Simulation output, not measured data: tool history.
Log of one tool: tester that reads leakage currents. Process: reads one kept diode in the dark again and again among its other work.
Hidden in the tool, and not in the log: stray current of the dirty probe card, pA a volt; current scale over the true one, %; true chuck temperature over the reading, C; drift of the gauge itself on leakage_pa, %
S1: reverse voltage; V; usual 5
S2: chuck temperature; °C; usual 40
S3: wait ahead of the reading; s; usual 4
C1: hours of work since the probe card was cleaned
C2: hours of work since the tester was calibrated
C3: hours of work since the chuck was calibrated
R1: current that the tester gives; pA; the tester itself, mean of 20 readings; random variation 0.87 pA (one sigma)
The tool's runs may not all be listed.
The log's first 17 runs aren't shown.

{"run": 18, "day": 33.512, "S1": 5, "S2": 40, "S3": 0.81, "C1": 1340, "C2": 441, "C3": 573, "R1": 280.01}
{"run": 19, "day": 35.279, "S1": 5, "S2": 40, "S3": 4, "C1": 1360, "C2": 461, "C3": 593, "R1": 280.05}
{"run": 20, "day": 37.058, "S1": 5, "S2": 40, "S3": 4, "C1": 1381, "C2": 482, "C3": 614, "R1": 277.71}
{"run": 21, "day": 40.079, "S1": 5, "S2": 40, "S3": 4, "C1": 1415, "C2": 517, "C3": 649, "R1": 276.91}
{"run": 22, "day": 42.996, "S1": 5, "S2": 40, "S3": 4, "C1": 1449, "C2": 550, "C3": 682, "R1": 275.78}
{"run": 23, "day": 45.338, "S1": 3.6, "S2": 31, "S3": 4.14, "C1": 1476, "C2": 577, "C3": 709, "R1": 120.08}
{"run": 24, "day": 46.679, "S1": 1.1, "S2": 31, "S3": 8.71, "C1": 1491, "C2": 592, "C3": 724, "R1": 75.41}
{"run": 25, "day": 48.904, "S1": 1.12, "S2": 40, "S3": 3.21, "C1": 1517, "C2": 618, "C3": 750, "R1": 152.18}
{"run": 26, "day": 52.0, "S1": 1.08, "S2": 23, "S3": 1.36, "C1": 1552, "C2": 654, "C3": 786, "R1": 38.27}
{"run": 27, "day": 53.9, "S1": 1.07, "S2": 40, "S3": 4, "C1": 1574, "C2": 675, "C3": 807, "R1": 149.67}
{"run": 28, "day": 56.196, "S1": 1.07, "S2": 52, "S3": 0.9, "C1": 1601, "C2": 702, "C3": 834, "R1": 356.88}
{"run": 29, "day": 57.775, "S1": 5.48, "S2": 28, "S3": 1.5, "C1": 1619, "C2": 720, "C3": 852, "R1": 111.26}
{"run": 30, "day": 60.608, "S1": 1.29, "S2": 25, "S3": 1.1, "C1": 1651, "C2": 752, "C3": 885, "R1": 48.3}
{"run": 31, "day": 63.104, "S1": 7.8, "S2": 28, "S3": 1.1, "C1": 1680, "C2": 781, "C3": 913, "R1": 128.81}
{"run": 32, "day": 64.871, "S1": 5, "S2": 33, "S3": 4, "C1": 1700, "C2": 801, "C3": 934, "R1": 157.98}
{"run": 33, "day": 67.804, "S1": 5, "S2": 33, "S3": 4, "C1": 1734, "C2": 835, "C3": 967, "R1": 157.01}
{"run": 34, "day": 70.092, "S1": 5, "S2": 33, "S3": 4, "C1": 1760, "C2": 861, "C3": 994, "R1": 157.39}
{"run": 35, "day": 71.571, "S1": 16.25, "S2": 43, "S3": 0.36, "C1": 1777, "C2": 878, "C3": 1011, "R1": 540.34}
{"run": 36, "day": 73.938, "S1": 16.25, "S2": 28, "S3": 5.5, "C1": 1804, "C2": 906, "C3": 1038, "R1": 173.75}
{"run": 37, "day": 76.25, "S1": 1.46, "S2": 40, "S3": 1.4, "C1": 1831, "C2": 932, "C3": 1064, "R1": 163.55}
{"run": 38, "day": 79.254, "S1": 4.02, "S2": 25, "S3": 2.09, "C1": 1866, "C2": 967, "C3": 1099, "R1": 75.61}
{"run": 39, "day": 81.446, "S1": 10.96, "S2": 24, "S3": 2.53, "C1": 1891, "C2": 992, "C3": 1124, "R1": 106.71}
{"run": 40, "day": 83.633, "S1": 10.96, "S2": 24, "S3": 2.53, "C1": 1916, "C2": 1017, "C3": 1149, "R1": 106.84}
{"run": 41, "day": 85.075, "S1": 10.96, "S2": 24, "S3": 4.61, "C1": 1932, "C2": 1034, "C3": 1166, "R1": 105.64}

3 ways to go on from here, each from the tool as it stands after run 41. What would each give?
{"run": "A", "day": 87.15, "S1": 10.96, "S2": 24, "S3": 8.09, "C1": 1956, "C2": 1057, "C3": 1190, "R1": "?"}
{"run": "B", "day": 87.15, "S1": 2.49, "S2": 53, "S3": 1.83, "C1": 1956, "C2": 1057, "C3": 1190, "R1": "?"}
{"run": "C", "day": 87.15, "S1": 5, "S2": 31, "S3": 8.05, "C1": 1956, "C2": 1057, "C3": 1190, "R1": "?"}

run=A R1=105.78
run=B R1=516.59
run=C R1=132.32
Without the tool's hidden state the same runs would have given:
run=A R1=109.49
run=B R1=566.28
run=C R1=143.52
